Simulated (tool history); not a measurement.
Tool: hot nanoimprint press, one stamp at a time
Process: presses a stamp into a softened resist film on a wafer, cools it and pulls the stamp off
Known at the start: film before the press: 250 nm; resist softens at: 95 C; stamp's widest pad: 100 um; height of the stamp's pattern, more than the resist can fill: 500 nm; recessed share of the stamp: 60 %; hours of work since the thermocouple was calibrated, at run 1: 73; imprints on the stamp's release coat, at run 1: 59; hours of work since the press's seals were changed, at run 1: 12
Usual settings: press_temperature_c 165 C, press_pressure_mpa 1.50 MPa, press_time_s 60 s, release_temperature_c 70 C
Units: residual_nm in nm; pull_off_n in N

| run | hour | press_temperature_c | press_pressure_mpa | press_time_s | release_temperature_c | hours of work since the thermocouple was calibrated | imprints on the stamp's release coat | hours of work since the press's seals were changed | residual_nm | pull_off_n |
|---|---|---|---|---|---|---|---|---|---|---|
| 1 | 0.0 | 165 | 1.50 | 60 | 70 | 73 | 59 | 12 | 132.8 | 167 |
| 2 | 6.6 | 165 | 1.50 | 60 | 70 | 76 | 76 | 15 | 134.2 | 168 |
| 3 | 13.6 | 165 | 1.50 | 60 | 70 | 79 | 94 | 18 | 133.1 | 167 |
| 4 | 18.1 | 165 | 1.50 | 60 | 70 | 82 | 106 | 20 | 133.7 | 167 |
| 5 | 25.2 | 165 | 1.50 | 60 | 70 | 85 | 125 | 24 | 133.0 | 167 |
| 6 | 34.8 | 165 | 1.50 | 88 | 70 | 90 | 150 | 28 | 115.8 | 170 |
| 7 | 42.8 | 165 | 1.50 | 88 | 70 | 93 | 171 | 32 | 114.7 | 171 |
| 8 | 50.1 | 165 | 1.50 | 88 | 70 | 97 | 190 | 36 | 115.1 | 167 |
| 9 | 58.3 | 158 | 1.50 | 88 | 70 | 101 | 211 | 40 | 144.9 | 169 |
| 10 | 67.3 | 158 | 1.50 | 88 | 70 | 105 | 234 | 44 | 146.8 | 172 |
| 11 | 71.6 | 158 | 1.50 | 88 | 70 | 107 | 246 | 46 | 147.1 | 177 |
|  | 75.1 | plate thermocouple calibrated |
| 12 | 80.9 | 158 | 1.50 | 88 | 70 | 3 | 262 | 49 | 145.2 | 170 |
| 13 | 85.5 | 158 | 1.50 | 88 | 70 | 5 | 274 | 51 | 144.9 | 173 |
| 14 | 96.2 | 158 | 1.50 | 88 | 70 | 10 | 302 | 56 | 145.0 | 174 |
| 15 | 103.2 | 158 | 1.50 | 88 | 70 | 13 | 320 | 60 | 145.5 | 174 |
| 16 | 108.8 | 158 | 1.69 | 53 | 70 | 16 | 335 | 62 | 162.4 | 172 |
| 17 | 116.2 | 165 | 2.23 | 95 | 70 | 20 | 354 | 66 | 92.3 | 174 |
| 18 | 120.6 | 175 | 2.23 | 31 | 71 | 22 | 366 | 68 | 105.0 | 184 |
| 19 | 125.5 | 175 | 2.23 | 31 | 71 | 24 | 378 | 70 | 104.8 | 174 |
|  | 137.6 | plate thermocouple calibrated, once more |
| 20 | 137.7 | 169 | 1.73 | 60 | 70 | 0 | 403 | 75 | 111.5 | 182 |
| 21 | 145.8 | 165 | 1.50 | 116 | 70 | 4 | 424 | 78 | 105.9 | 179 |
| 22 | 150.8 | 165 | 1.29 | 73 | 70 | 6 | 437 | 81 | 133.7 | 179 |
| 23 | 155.8 | 164 | 1.50 | 91 | 58 | 9 | 450 | 83 | 119.3 | 212 |
| 24 | 162.5 | 177 | 0.95 | 74 | 76 | 12 | 467 | 86 | 100.8 | 163 |
| 25 | 168.9 | 169 | 2.13 | 60 | 63 | 15 | 484 | 89 | 100.7 | 201 |
| 26 | 174.8 | 169 | 2.13 | 60 | 63 | 18 | 499 | 92 | 101.9 | 204 |
| 27 | 183.4 | 169 | 2.13 | 60 | 63 | 22 | 522 | 96 | 103.6 | 202 |
| 28 | 190.0 | 169 | 2.11 | 87 | 63 | 25 | 539 | 99 | 88.0 | 200 |
| 29 | 199.1 | 167 | 2.11 | 55 | 63 | 29 | 563 | 104 | 113.6 | 199 |

Forecast each of these 5 alternatives for the next run:
|  | 206.6 | stamp cleaned and given a new release coat |
| A | 213.4 | 165 | 1.50 | 42 | 70 | 33 | 17 | 108 | ? | ? |
|  | 206.6 | stamp cleaned and given a new release coat |
| B | 213.4 | 155 | 1.50 | 60 | 70 | 33 | 17 | 108 | ? | ? |
|  | 206.6 | stamp cleaned and given a new release coat |
| C | 213.4 | 167 | 1.23 | 68 | 65 | 33 | 17 | 108 | ? | ? |
|  | 206.6 | stamp cleaned and given a new release coat |
| D | 213.4 | 170 | 1.00 | 60 | 67 | 33 | 17 | 108 | ? | ? |
|  | 206.6 | stamp cleaned and given a new release coat |
| E | 213.4 | 160 | 2.34 | 47 | 63 | 33 | 17 | 108 | ? | ? |

| run | residual_nm | pull_off_n |
|---|---|---|
| A | 150.6 | 165 |
| B | 178.9 | 163 |
| C | 131.2 | 173 |
| D | 134.3 | 167 |
| E | 146.0 | 177 |
Without the tool's hidden state the same runs would have given:
| run | residual_nm | pull_off_n |
|---|---|---|
| A | 151.2 | 165 |
| B | 179.5 | 163 |
| C | 131.8 | 173 |
| D | 134.9 | 167 |
| E | 146.4 | 177 |
